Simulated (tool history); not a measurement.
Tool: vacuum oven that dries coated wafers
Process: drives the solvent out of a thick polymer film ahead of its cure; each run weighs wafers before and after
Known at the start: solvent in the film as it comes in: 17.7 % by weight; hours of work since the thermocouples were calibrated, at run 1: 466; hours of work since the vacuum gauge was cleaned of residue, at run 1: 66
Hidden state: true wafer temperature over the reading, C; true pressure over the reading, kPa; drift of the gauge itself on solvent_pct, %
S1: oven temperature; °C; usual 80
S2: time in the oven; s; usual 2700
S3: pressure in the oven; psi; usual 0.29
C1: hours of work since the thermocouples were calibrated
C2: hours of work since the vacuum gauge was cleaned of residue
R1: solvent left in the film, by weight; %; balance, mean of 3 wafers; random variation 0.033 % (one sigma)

{"run": 1, "hour": 0.0, "S1": 80, "S2": 2700, "S3": 0.29, "C1": 466, "C2": 66, "R1": 2.18}
{"run": 2, "hour": 16.5, "S1": 80, "S2": 2700, "S3": 0.29, "C1": 473, "C2": 73, "R1": 2.17}
{"run": 3, "hour": 31.9, "S1": 80, "S2": 2700, "S3": 0.29, "C1": 480, "C2": 79, "R1": 2.18}
{"run": 4, "hour": 44.5, "S1": 80, "S2": 2700, "S3": 1.11, "C1": 485, "C2": 85, "R1": 5.26}
{"run": 5, "hour": 62.0, "S1": 80, "S2": 2700, "S3": 0.872, "C1": 492, "C2": 92, "R1": 4.42}
{"run": 6, "hour": 78.0, "S1": 80, "S2": 2700, "S3": 0.29, "C1": 499, "C2": 99, "R1": 2.23}
{"run": 7, "hour": 93.2, "S1": 80, "S2": 2700, "S3": 0.29, "C1": 505, "C2": 105, "R1": 2.29}
{"run": 8, "hour": 109.4, "S1": 80, "S2": 2700, "S3": 0.29, "C1": 512, "C2": 112, "R1": 2.22}
{"run": 9, "hour": 117.5, "S1": 80, "S2": 2700, "S3": 0.29, "C1": 515, "C2": 115, "R1": 2.22}
{"run": 10, "hour": 128.3, "S1": 80, "S2": 2700, "S3": 0.29, "C1": 520, "C2": 120, "R1": 2.2}
{"run": 11, "hour": 147.6, "S1": 80, "S2": 2700, "S3": 0.29, "C1": 528, "C2": 128, "R1": 2.27}
{"run": 12, "hour": 163.4, "S1": 80, "S2": 2700, "S3": 0.29, "C1": 535, "C2": 134, "R1": 2.23}
{"run": 13, "hour": 181.9, "S1": 80, "S2": 2700, "S3": 0.29, "C1": 542, "C2": 142, "R1": 2.3}
{"run": 14, "hour": 190.7, "S1": 80, "S2": 2700, "S3": 0.29, "C1": 546, "C2": 146, "R1": 2.24}
{"run": 15, "hour": 209.5, "S1": 80, "S2": 2100, "S3": 0.29, "C1": 554, "C2": 153, "R1": 3.01}
{"run": 16, "hour": 226.1, "S1": 80, "S2": 2100, "S3": 0.29, "C1": 561, "C2": 160, "R1": 3.13}
{"run": 17, "hour": 237.4, "S1": 80, "S2": 2700, "S3": 0.29, "C1": 565, "C2": 165, "R1": 2.23}
{"run": 18, "hour": 255.7, "S1": 83, "S2": 2700, "S3": 0.29, "C1": 573, "C2": 173, "R1": 1.78}
{"run": 19, "hour": 268.4, "S1": 83, "S2": 2700, "S3": 0.29, "C1": 578, "C2": 178, "R1": 1.81}
{"run": 20, "hour": 280.2, "S1": 77, "S2": 3360, "S3": 0.492, "C1": 583, "C2": 183, "R1": 3.08}
{"run": 21, "hour": 289.2, "S1": 70, "S2": 3000, "S3": 0.492, "C1": 587, "C2": 187, "R1": 5.43}
{"run": 22, "hour": 302.2, "S1": 70, "S2": 3000, "S3": 0.492, "C1": 592, "C2": 192, "R1": 5.48}
{"run": 23, "hour": 317.9, "S1": 71, "S2": 3000, "S3": 0.492, "C1": 599, "C2": 199, "R1": 5.17}
{"run": 24, "hour": 337.6, "S1": 80, "S2": 2700, "S3": 0.29, "C1": 607, "C2": 207, "R1": 2.29}
{"run": 25, "hour": 348.4, "S1": 66, "S2": 2700, "S3": 0.583, "C1": 612, "C2": 211, "R1": 7.84}
{"run": 26, "hour": 367.6, "S1": 66, "S2": 2700, "S3": 0.583, "C1": 620, "C2": 219, "R1": 7.88}
{"run": 27, "hour": 387.1, "S1": 88, "S2": 3420, "S3": 0.29, "C1": 628, "C2": 228, "R1": 0.95}
{"run": 28, "hour": 402.4, "S1": 88, "S2": 3420, "S3": 0.29, "C1": 634, "C2": 234, "R1": 0.99}
{"run": 29, "hour": 414.7, "S1": 88, "S2": 3780, "S3": 0.911, "C1": 639, "C2": 239, "R1": 2.74}
{"run": 30, "hour": 423.2, "S1": 88, "S2": 3780, "S3": 0.911, "C1": 643, "C2": 243, "R1": 2.82}
{"hour": 437.7, "done": "oven's thermocouples calibrated"}
{"run": 31, "hour": 440.5, "S1": 88, "S2": 3780, "S3": 0.911, "C1": 1, "C2": 249, "R1": 2.66}
{"run": 32, "hour": 452.6, "S1": 80, "S2": 3480, "S3": 0.193, "C1": 6, "C2": 254, "R1": 1.23}
{"run": 33, "hour": 463.6, "S1": 80, "S2": 3480, "S3": 0.193, "C1": 11, "C2": 259, "R1": 1.25}
{"run": 34, "hour": 474.0, "S1": 80, "S2": 3480, "S3": 0.193, "C1": 15, "C2": 263, "R1": 1.3}
{"run": 35, "hour": 486.7, "S1": 68, "S2": 1740, "S3": 0.193, "C1": 20, "C2": 268, "R1": 6.84}
{"run": 36, "hour": 504.4, "S1": 68, "S2": 1740, "S3": 0.193, "C1": 28, "C2": 276, "R1": 6.86}

4 ways to go on from here, each from the tool as it stands after run 36. What would each give?
{"run": "A", "hour": 523.5, "S1": 87, "S2": 1560, "S3": 1.121, "C1": 36, "C2": 284, "R1": "?"}
{"run": "B", "hour": 523.5, "S1": 87, "S2": 1740, "S3": 0.29, "C1": 36, "C2": 284, "R1": "?"}
{"run": "C", "hour": 523.5, "S1": 78, "S2": 4020, "S3": 0.202, "C1": 36, "C2": 284, "R1": "?"}
{"run": "D", "hour": 523.5, "S1": 68, "S2": 3060, "S3": 0.231, "C1": 36, "C2": 284, "R1": "?"}

run=A R1=4.64
run=B R1=2.01
run=C R1=1.26
run=D R1=4.4
Without the tool's hidden state the same runs would have given:
run=A R1=4.53
run=B R1=1.91
run=C R1=1.16
run=D R1=4.23
